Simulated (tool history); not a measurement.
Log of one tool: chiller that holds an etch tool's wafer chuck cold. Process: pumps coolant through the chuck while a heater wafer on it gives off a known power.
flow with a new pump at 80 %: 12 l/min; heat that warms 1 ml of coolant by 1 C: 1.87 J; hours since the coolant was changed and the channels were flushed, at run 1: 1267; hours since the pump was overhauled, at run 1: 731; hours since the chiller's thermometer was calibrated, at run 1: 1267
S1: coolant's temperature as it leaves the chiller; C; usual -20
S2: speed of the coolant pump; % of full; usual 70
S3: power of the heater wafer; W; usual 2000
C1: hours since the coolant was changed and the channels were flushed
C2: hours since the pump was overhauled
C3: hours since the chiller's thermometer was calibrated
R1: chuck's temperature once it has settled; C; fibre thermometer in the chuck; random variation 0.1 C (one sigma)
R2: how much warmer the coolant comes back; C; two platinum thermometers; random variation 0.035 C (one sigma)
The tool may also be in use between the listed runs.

{"run": 1, "hour": 0.0, "S1": -20, "S2": 70, "S3": 2000, "C1": 1267, "C2": 731, "C3": 1267, "R1": -3.7, "R2": 6.04}
{"run": 2, "hour": 195.0, "S1": -20, "S2": 61, "S3": 2000, "C1": 1462, "C2": 926, "C3": 1462, "R1": -2, "R2": 6.88}
{"run": 3, "hour": 347.7, "S1": -20, "S2": 61, "S3": 2000, "C1": 1614, "C2": 1078, "C3": 1614, "R1": -2.1, "R2": 6.94}
{"run": 4, "hour": 452.5, "S1": -20, "S2": 70, "S3": 2000, "C1": 1719, "C2": 1183, "C3": 1719, "R1": -3.7, "R2": 6.08}
{"run": 5, "hour": 558.5, "S1": -20, "S2": 70, "S3": 2000, "C1": 1825, "C2": 1289, "C3": 1825, "R1": -3.7, "R2": 6.07}
{"run": 6, "hour": 730.6, "S1": -20, "S2": 70, "S3": 2000, "C1": 1997, "C2": 1461, "C3": 1997, "R1": -3.6, "R2": 6.1}
{"run": 7, "hour": 917.0, "S1": -20, "S2": 70, "S3": 2000, "C1": 2184, "C2": 1648, "C3": 2184, "R1": -3.6, "R2": 6.1}
{"run": 8, "hour": 1021.4, "S1": -20, "S2": 70, "S3": 2000, "C1": 2288, "C2": 1752, "C3": 2288, "R1": -3.9, "R2": 6.1}
{"run": 9, "hour": 1148.3, "S1": -20, "S2": 70, "S3": 2000, "C1": 2415, "C2": 1879, "C3": 2415, "R1": -3.8, "R2": 6.05}
{"run": 10, "hour": 1328.4, "S1": -20, "S2": 70, "S3": 2000, "C1": 2595, "C2": 2059, "C3": 2595, "R1": -3.6, "R2": 6.03}
{"run": 11, "hour": 1467.5, "S1": -20, "S2": 70, "S3": 2000, "C1": 2734, "C2": 2198, "C3": 2734, "R1": -3.8, "R2": 6.03}
{"run": 12, "hour": 1620.1, "S1": -20, "S2": 70, "S3": 2000, "C1": 2887, "C2": 2351, "C3": 2887, "R1": -3.5, "R2": 6.1}
{"run": 13, "hour": 1719.0, "S1": -20, "S2": 70, "S3": 2000, "C1": 2986, "C2": 2450, "C3": 2986, "R1": -3.8, "R2": 6.14}

The next listed run, before its measurement:
{"run": 14, "hour": 1827.2, "S1": -20, "S2": 67, "S3": 2000, "C1": 3094, "C2": 2558, "C3": 3094, "R1": "?", "R2": "?"}

Run 14 gave R1 -3.2 C, R2 6.31 C.
Without the tool's hidden state the same run would have given R1 -3.2 C, R2 6.31 C.

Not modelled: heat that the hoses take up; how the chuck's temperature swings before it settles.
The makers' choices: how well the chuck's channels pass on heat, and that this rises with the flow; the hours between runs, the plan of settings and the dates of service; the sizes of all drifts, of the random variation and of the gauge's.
